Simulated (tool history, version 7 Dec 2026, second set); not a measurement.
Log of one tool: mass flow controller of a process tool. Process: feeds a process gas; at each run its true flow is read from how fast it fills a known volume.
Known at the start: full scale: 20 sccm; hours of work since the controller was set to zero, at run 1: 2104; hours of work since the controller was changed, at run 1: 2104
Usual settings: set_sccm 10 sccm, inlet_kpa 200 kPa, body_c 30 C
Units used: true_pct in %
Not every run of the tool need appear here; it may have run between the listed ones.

run	hour	set_sccm	inlet_kpa	body_c	hours of work since the controller was set to zero	hours of work since the controller was changed	true_pct
1	0	10	200	30	2104	2104	100.37
2	250.7	10	200	30	2233	2233	100.36
3	428.1	14	200	30	2324	2324	100.82
4	615.4	14	200	30	2420	2420	100.88
5	916.2	14	200	30	2574	2574	100.82
6	1116	2	200	30	2677	2677	103.18
7	1424.1	2	200	30	2835	2835	103.47
8	1607.3	2	200	30	2930	2930	103.52
9	1996.9	2	200	30	3130	3130	104.04
10	2200.8	2	200	30	3235	3235	104.09
11	2511.6	10	200	30	3394	3394	101.25
12	2695.9	6	160	37	3489	3489	101.19
13	2894	2	160	37	3591	3591	104.16
# hour 2928.4: controller's zero set anew
14	3235.4	2	168	39	158	3766	106.22
15	3481.5	8	140	20	284	3892	102.82
16	3700.6	8	140	20	397	4005	102.92
17	4058.2	4	140	23	581	4189	104.47
# hour 4159.8: controller's zero set anew, once more
18	4305.8	13	148	37	75	4316	100.61
19	4496.2	10	236	29	173	4413	101.19
20	4674.2	11	162	29	264	4505	101.22
21	5079.1	10	200	23	472	4713	101.85

Some steps in true_pct, run to run, broken into two amounts with sign: the step expected even without the hidden condition (settings, incoming material, random variation), and the rest, left for the hidden condition together with whatever gauge scatter is not in both the measured and the hidden-condition-free result:
Hidden conditions of the tool in this case: flow at rest that the sensor doesn't see, % of full scale; true flow over the shown one, %; drift of the gauge itself on true_pct, %.
Run 14 -> 15: set_sccm 2 -> 8, inlet_kpa 168 -> 140, body_c 39 -> 20. true_pct -3.4 %: hidden state -5.09, all else +1.69.
Run 17 -> 18: set_sccm 4 -> 13, inlet_kpa 140 -> 148, body_c 23 -> 37, controller's zero set anew, once more. true_pct -3.86 %: hidden state -3.66, all else -0.2.

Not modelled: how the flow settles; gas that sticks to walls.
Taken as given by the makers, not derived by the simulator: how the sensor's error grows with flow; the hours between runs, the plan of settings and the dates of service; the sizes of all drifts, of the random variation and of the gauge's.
